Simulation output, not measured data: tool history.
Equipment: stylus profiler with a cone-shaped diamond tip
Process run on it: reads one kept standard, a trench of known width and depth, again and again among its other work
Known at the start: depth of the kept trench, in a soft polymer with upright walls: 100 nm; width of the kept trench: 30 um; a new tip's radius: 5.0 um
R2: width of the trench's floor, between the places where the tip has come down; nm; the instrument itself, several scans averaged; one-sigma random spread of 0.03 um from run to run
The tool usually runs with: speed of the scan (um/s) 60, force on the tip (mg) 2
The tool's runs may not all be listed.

run 1 hour=0 | speed_of_the_scan_(um/s)=60 force_on_the_tip_(mg)=2 | depth_of_the_trench_(nm)=100.86 R2=27120
run 2 hour=27.9 | speed_of_the_scan_(um/s)=60 force_on_the_tip_(mg)=2 | depth_of_the_trench_(nm)=100.96 R2=27120
run 3 hour=45.2 | speed_of_the_scan_(um/s)=194 force_on_the_tip_(mg)=2 | depth_of_the_trench_(nm)=100.9 R2=26320
run 4 hour=74.7 | speed_of_the_scan_(um/s)=194 force_on_the_tip_(mg)=2 | depth_of_the_trench_(nm)=100.91 R2=26330
run 5 hour=104.3 | speed_of_the_scan_(um/s)=60 force_on_the_tip_(mg)=1.45 | depth_of_the_trench_(nm)=100.89 R2=26970
run 6 hour=133.6 | speed_of_the_scan_(um/s)=60 force_on_the_tip_(mg)=1.45 | depth_of_the_trench_(nm)=100.74 R2=27010
run 7 hour=152.4 | speed_of_the_scan_(um/s)=60 force_on_the_tip_(mg)=1.45 | depth_of_the_trench_(nm)=100.84 R2=27000
run 8 hour=167 | speed_of_the_scan_(um/s)=19 force_on_the_tip_(mg)=2 | depth_of_the_trench_(nm)=100.89 R2=27270
run 9 hour=199.7 | speed_of_the_scan_(um/s)=163 force_on_the_tip_(mg)=2 | depth_of_the_trench_(nm)=100.97 R2=26490
run 10 hour=228.5 | speed_of_the_scan_(um/s)=197 force_on_the_tip_(mg)=2 | depth_of_the_trench_(nm)=101 R2=26290
run 11 hour=243.6 | speed_of_the_scan_(um/s)=197 force_on_the_tip_(mg)=2 | depth_of_the_trench_(nm)=100.94 R2=26290
run 12 hour=260.7 | speed_of_the_scan_(um/s)=197 force_on_the_tip_(mg)=2 | depth_of_the_trench_(nm)=101 R2=26280
run 13 hour=289.1 | speed_of_the_scan_(um/s)=197 force_on_the_tip_(mg)=2 | depth_of_the_trench_(nm)=100.9 R2=26250
run 14 hour=318.9 | speed_of_the_scan_(um/s)=197 force_on_the_tip_(mg)=2 | depth_of_the_trench_(nm)=100.89 R2=26250
run 15 hour=343.9 | speed_of_the_scan_(um/s)=60 force_on_the_tip_(mg)=2 | depth_of_the_trench_(nm)=100.94 R2=27010
run 16 hour=365.3 | speed_of_the_scan_(um/s)=27 force_on_the_tip_(mg)=2 | depth_of_the_trench_(nm)=100.96 R2=27190
run 17 hour=395.9 | speed_of_the_scan_(um/s)=27 force_on_the_tip_(mg)=2 | depth_of_the_trench_(nm)=100.97 R2=27150
run 18 hour=427.8 | speed_of_the_scan_(um/s)=27 force_on_the_tip_(mg)=2 | depth_of_the_trench_(nm)=101.02 R2=27110
run 19 hour=457.9 | speed_of_the_scan_(um/s)=27 force_on_the_tip_(mg)=2 | depth_of_the_trench_(nm)=101.02 R2=27130
run 20 hour=487.7 | speed_of_the_scan_(um/s)=27 force_on_the_tip_(mg)=2 | depth_of_the_trench_(nm)=100.94 R2=27090
run 21 hour=515 | speed_of_the_scan_(um/s)=27 force_on_the_tip_(mg)=2 | depth_of_the_trench_(nm)=100.96 R2=27140
run 22 hour=542.7 | speed_of_the_scan_(um/s)=27 force_on_the_tip_(mg)=2 | depth_of_the_trench_(nm)=101.02 R2=27080
run 23 hour=557.9 | speed_of_the_scan_(um/s)=60 force_on_the_tip_(mg)=3.46 | depth_of_the_trench_(nm)=101.29 R2=26990
-- hour=560.2 height scale calibrated on a step standard
run 24 hour=581.4 | speed_of_the_scan_(um/s)=60 force_on_the_tip_(mg)=2 | depth_of_the_trench_(nm)=101.22 R2=26920
run 25 hour=607.9 | speed_of_the_scan_(um/s)=157 force_on_the_tip_(mg)=1.31 | depth_of_the_trench_(nm)=101.16 R2=26130
run 26 hour=622 | speed_of_the_scan_(um/s)=32 force_on_the_tip_(mg)=2.2 | depth_of_the_trench_(nm)=101.27 R2=27090
run 27 hour=637.3 | speed_of_the_scan_(um/s)=32 force_on_the_tip_(mg)=2.66 | depth_of_the_trench_(nm)=101.35 R2=27080
run 28 hour=666.3 | speed_of_the_scan_(um/s)=174 force_on_the_tip_(mg)=5.56 | depth_of_the_trench_(nm)=101.93 R2=26680
run 29 hour=697.4 | speed_of_the_scan_(um/s)=174 force_on_the_tip_(mg)=5.56 | depth_of_the_trench_(nm)=101.89 R2=26590
-- hour=710.9 height scale calibrated on a step standard, once more
run 30 hour=723.8 | speed_of_the_scan_(um/s)=27 force_on_the_tip_(mg)=3.05 | depth_of_the_trench_(nm)=100.6 R2=27150
run 31 hour=749.5 | speed_of_the_scan_(um/s)=27 force_on_the_tip_(mg)=3.05 | depth_of_the_trench_(nm)=100.72 R2=27060
run 32 hour=769 | speed_of_the_scan_(um/s)=27 force_on_the_tip_(mg)=3.05 | depth_of_the_trench_(nm)=100.72 R2=26990
run 33 hour=798.4 | speed_of_the_scan_(um/s)=58 force_on_the_tip_(mg)=5.35 | depth_of_the_trench_(nm)=101.26 R2=27010
run 34 hour=822.6 | speed_of_the_scan_(um/s)=185 force_on_the_tip_(mg)=3.69 | depth_of_the_trench_(nm)=100.86 R2=26420
run 35 hour=848.9 | speed_of_the_scan_(um/s)=156 force_on_the_tip_(mg)=0.87 | depth_of_the_trench_(nm)=100.31 R2=25890
run 36 hour=865.4 | speed_of_the_scan_(um/s)=156 force_on_the_tip_(mg)=0.87 | depth_of_the_trench_(nm)=100.27 R2=25820
run 37 hour=897.8 | speed_of_the_scan_(um/s)=221 force_on_the_tip_(mg)=0.87 | depth_of_the_trench_(nm)=100.35 R2=25290
run 38 hour=926.5 | speed_of_the_scan_(um/s)=218 force_on_the_tip_(mg)=2.06 | depth_of_the_trench_(nm)=100.57 R2=25940
run 39 hour=959 | speed_of_the_scan_(um/s)=44 force_on_the_tip_(mg)=2.01 | depth_of_the_trench_(nm)=100.55 R2=26890
run 40 hour=986.4 | speed_of_the_scan_(um/s)=17 force_on_the_tip_(mg)=2 | depth_of_the_trench_(nm)=100.49 R2=26970
run 41 hour=1018.3 | speed_of_the_scan_(um/s)=17 force_on_the_tip_(mg)=2 | depth_of_the_trench_(nm)=100.58 R2=26950
run 42 hour=1037.8 | speed_of_the_scan_(um/s)=17 force_on_the_tip_(mg)=2 | depth_of_the_trench_(nm)=100.46 R2=26960
run 43 hour=1070 | speed_of_the_scan_(um/s)=59 force_on_the_tip_(mg)=5.73 | depth_of_the_trench_(nm)=101.1 R2=26910
run 44 hour=1083.1 | speed_of_the_scan_(um/s)=60 force_on_the_tip_(mg)=0.82 | depth_of_the_trench_(nm)=100.35 R2=26510
run 45 hour=1109.4 | speed_of_the_scan_(um/s)=60 force_on_the_tip_(mg)=1.85 | depth_of_the_trench_(nm)=100.53 R2=26690
run 46 hour=1133.9 | speed_of_the_scan_(um/s)=60 force_on_the_tip_(mg)=1.85 | depth_of_the_trench_(nm)=100.54 R2=26720
run 47 hour=1150.9 | speed_of_the_scan_(um/s)=79 force_on_the_tip_(mg)=2.53 | depth_of_the_trench_(nm)=100.77 R2=26690

Each run again, without the hidden state but with its own random variation kept:
What the log doesn't record here: radius of the tip, um; height scale over the true one, %; drift of the gauge itself on depth_nm, %; drift of the gauge itself on floor_um, %.
run=1 depth_of_the_trench_(nm)=100.55 R2=27680
run=2 depth_of_the_trench_(nm)=100.64 R2=27690
run=3 depth_of_the_trench_(nm)=100.58 R2=26900
run=4 depth_of_the_trench_(nm)=100.58 R2=26920
run=5 depth_of_the_trench_(nm)=100.55 R2=27570
run=6 depth_of_the_trench_(nm)=100.39 R2=27620
run=7 depth_of_the_trench_(nm)=100.49 R2=27610
run=8 depth_of_the_trench_(nm)=100.54 R2=27890
run=9 depth_of_the_trench_(nm)=100.61 R2=27120
run=10 depth_of_the_trench_(nm)=100.63 R2=26940
run=11 depth_of_the_trench_(nm)=100.56 R2=26940
run=12 depth_of_the_trench_(nm)=100.62 R2=26940
run=13 depth_of_the_trench_(nm)=100.52 R2=26920
run=14 depth_of_the_trench_(nm)=100.49 R2=26930
run=15 depth_of_the_trench_(nm)=100.54 R2=27700
run=16 depth_of_the_trench_(nm)=100.55 R2=27890
run=17 depth_of_the_trench_(nm)=100.56 R2=27860
run=18 depth_of_the_trench_(nm)=100.59 R2=27830
run=19 depth_of_the_trench_(nm)=100.59 R2=27870
run=20 depth_of_the_trench_(nm)=100.5 R2=27830
run=21 depth_of_the_trench_(nm)=100.51 R2=27890
run=22 depth_of_the_trench_(nm)=100.56 R2=27840
run=23 depth_of_the_trench_(nm)=100.83 R2=27760
run=24 depth_of_the_trench_(nm)=100.56 R2=27700
run=25 depth_of_the_trench_(nm)=100.48 R2=26910
run=26 depth_of_the_trench_(nm)=100.59 R2=27880
run=27 depth_of_the_trench_(nm)=100.66 R2=27880
run=28 depth_of_the_trench_(nm)=101.24 R2=27480
run=29 depth_of_the_trench_(nm)=101.19 R2=27410
run=30 depth_of_the_trench_(nm)=100.67 R2=27980
run=31 depth_of_the_trench_(nm)=100.78 R2=27900
run=32 depth_of_the_trench_(nm)=100.77 R2=27840
run=33 depth_of_the_trench_(nm)=101.3 R2=27860
run=34 depth_of_the_trench_(nm)=100.9 R2=27280
run=35 depth_of_the_trench_(nm)=100.34 R2=26760
run=36 depth_of_the_trench_(nm)=100.3 R2=26690
run=37 depth_of_the_trench_(nm)=100.36 R2=26180
run=38 depth_of_the_trench_(nm)=100.58 R2=26840
run=39 depth_of_the_trench_(nm)=100.55 R2=27800
run=40 depth_of_the_trench_(nm)=100.49 R2=27890
run=41 depth_of_the_trench_(nm)=100.57 R2=27880
run=42 depth_of_the_trench_(nm)=100.44 R2=27900
run=43 depth_of_the_trench_(nm)=101.08 R2=27850
run=44 depth_of_the_trench_(nm)=100.33 R2=27460
run=45 depth_of_the_trench_(nm)=100.49 R2=27650
run=46 depth_of_the_trench_(nm)=100.5 R2=27690
run=47 depth_of_the_trench_(nm)=100.72 R2=27660

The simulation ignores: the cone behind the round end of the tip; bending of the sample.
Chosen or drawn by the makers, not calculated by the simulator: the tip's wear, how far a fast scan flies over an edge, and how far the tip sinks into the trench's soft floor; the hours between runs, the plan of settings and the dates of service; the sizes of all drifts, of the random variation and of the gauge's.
